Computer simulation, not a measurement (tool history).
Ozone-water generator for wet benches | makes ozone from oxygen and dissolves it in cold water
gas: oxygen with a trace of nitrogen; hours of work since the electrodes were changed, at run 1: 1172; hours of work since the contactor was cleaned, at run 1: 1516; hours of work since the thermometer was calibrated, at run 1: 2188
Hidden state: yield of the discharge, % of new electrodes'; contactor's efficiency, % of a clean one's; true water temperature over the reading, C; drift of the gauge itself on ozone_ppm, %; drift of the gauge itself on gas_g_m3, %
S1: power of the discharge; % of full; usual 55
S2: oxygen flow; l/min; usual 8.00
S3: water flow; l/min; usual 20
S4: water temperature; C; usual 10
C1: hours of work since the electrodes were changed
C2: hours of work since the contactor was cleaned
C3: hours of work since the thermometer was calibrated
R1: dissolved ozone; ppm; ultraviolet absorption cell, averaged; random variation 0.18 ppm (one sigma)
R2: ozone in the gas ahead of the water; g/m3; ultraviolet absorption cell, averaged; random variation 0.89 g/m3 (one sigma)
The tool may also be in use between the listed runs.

run,hour,S1,S2,S3,S4,C1,C2,C3,R1,R2
1,0.0,55,8.00,20,10,1172,1516,2188,25.2,149.4
2,38.3,55,8.00,13,10,1202,1546,2218,33.1,147.6
3,78.5,55,8.00,20,11,1234,1578,2249,24.6,148.7
4,100.4,55,8.00,20,11,1251,1595,2266,25.0,148.3
5,124.7,55,8.00,20,11,1270,1614,2286,24.7,148.4
6,148.9,55,5.10,20,11,1289,1633,2304,24.1,186.4
7,181.3,55,5.10,20,11,1314,1658,2330,24.0,186.2
8,213.8,55,6.82,20,10,1340,1684,2355,24.8,160.3
9,265.9,55,6.82,20,10,1381,1725,2396,25.0,160.3
10,300.6,55,8.00,20,10,1408,1752,2424,25.0,146.1
11,346.1,55,8.00,20,10,1444,1787,2459,25.3,148.8
12,389.8,55,8.00,20,10,1478,1822,2493,25.0,148.9
13,440.9,55,8.00,20,10,1518,1862,2534,25.2,146.5
14,473.3,55,8.00,20,10,1544,1887,2559,25.3,149.3
15,521.7,55,8.00,20,10,1581,1925,2597,24.8,146.3
16,574.0,55,8.00,20,10,1622,1966,2638,25.3,147.8
17,600.9,55,8.00,20,10,1644,1987,2659,25.3,149.6
18,649.0,55,11.61,29,10,1681,2025,2697,18.5,121.6
19,695.6,84,5.13,30,8,1718,2062,2733,25.2,274.4
20,745.4,85,8.00,20,8,1757,2101,2772,38.8,218.9
21,778.8,55,5.39,20,6,1783,2127,2799,25.7,182.3
22,819.3,55,5.39,20,6,1815,2159,2830,26.1,180.8
23,856.0,81,8.00,19,10,1844,2187,2859,37.0,210.1
24,896.5,55,4.38,23,6,1876,2219,2891,22.3,201.9

Forecast run 25:
25,918.4,84,4.38,12,6,1893,2236,2908,?,?

Run 25 gave R1 55.7 ppm, R2 294.4 g/m3.
Without the tool's hidden state the same run would have given R1 55.8 ppm, R2 294.8 g/m3.
